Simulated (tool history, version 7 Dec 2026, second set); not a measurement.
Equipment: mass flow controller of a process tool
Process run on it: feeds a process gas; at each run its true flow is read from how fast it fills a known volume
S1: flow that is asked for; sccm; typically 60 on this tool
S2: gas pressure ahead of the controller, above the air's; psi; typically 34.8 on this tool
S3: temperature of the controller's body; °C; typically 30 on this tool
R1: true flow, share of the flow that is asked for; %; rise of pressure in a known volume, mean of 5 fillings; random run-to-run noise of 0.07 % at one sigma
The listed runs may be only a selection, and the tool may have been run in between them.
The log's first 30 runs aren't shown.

{"run": 31, "hour": 11501.2, "S1": 21, "S2": 37.1, "S3": 34, "R1": 102.8}
{"run": 32, "hour": 11892.4, "S1": 24, "S2": 24.1, "S3": 33, "R1": 103.19}
{"run": 33, "hour": 12163.2, "S1": 24, "S2": 24.1, "S3": 33, "R1": 103.5}
{"run": 34, "hour": 12550.9, "S1": 76, "S2": 23.4, "S3": 30, "R1": 102.07}
{"run": 35, "hour": 13044.4, "S1": 76, "S2": 23.4, "S3": 30, "R1": 102.37}
{"run": 36, "hour": 13470.1, "S1": 60, "S2": 24.2, "S3": 31, "R1": 102.55}
{"run": 37, "hour": 13738.0, "S1": 60, "S2": 24.2, "S3": 31, "R1": 102.73}
{"run": 38, "hour": 14104.1, "S1": 90, "S2": 34.5, "S3": 30, "R1": 102.35}
{"run": 39, "hour": 14659.0, "S1": 60, "S2": 26.8, "S3": 24, "R1": 102.43}
{"run": 40, "hour": 15141.7, "S1": 51, "S2": 22.6, "S3": 24, "R1": 103.01}
{"run": 41, "hour": 15491.8, "S1": 51, "S2": 22.6, "S3": 24, "R1": 103.14}
{"hour": 15668.5, "done": "controller's zero set anew"}
{"run": 42, "hour": 15945.9, "S1": 46, "S2": 39.7, "S3": 27, "R1": 100.06}
{"run": 43, "hour": 16334.1, "S1": 15, "S2": 36.5, "S3": 29, "R1": 100.55}
{"run": 44, "hour": 16696.5, "S1": 62, "S2": 23.9, "S3": 21, "R1": 100.83}

Alternative continuations, all from the tool just after run 44; predict every row:
{"run": "A", "hour": 17151.0, "S1": 12, "S2": 31.6, "S3": 30, "R1": "?"}
{"run": "B", "hour": 17151.0, "S1": 62, "S2": 23.9, "S3": 34, "R1": "?"}
{"run": "C", "hour": 17151.0, "S1": 11, "S2": 23.9, "S3": 21, "R1": "?"}
{"run": "D", "hour": 17151.0, "S1": 29, "S2": 23.8, "S3": 37, "R1": "?"}

run=A R1=102.45
run=B R1=102.02
run=C R1=102.3
run=D R1=102.21
Stripped of hidden state, with their random variation kept, the same runs would have yielded:
run=A R1=98.55
run=B R1=100.09
run=C R1=98.19
run=D R1=99.74

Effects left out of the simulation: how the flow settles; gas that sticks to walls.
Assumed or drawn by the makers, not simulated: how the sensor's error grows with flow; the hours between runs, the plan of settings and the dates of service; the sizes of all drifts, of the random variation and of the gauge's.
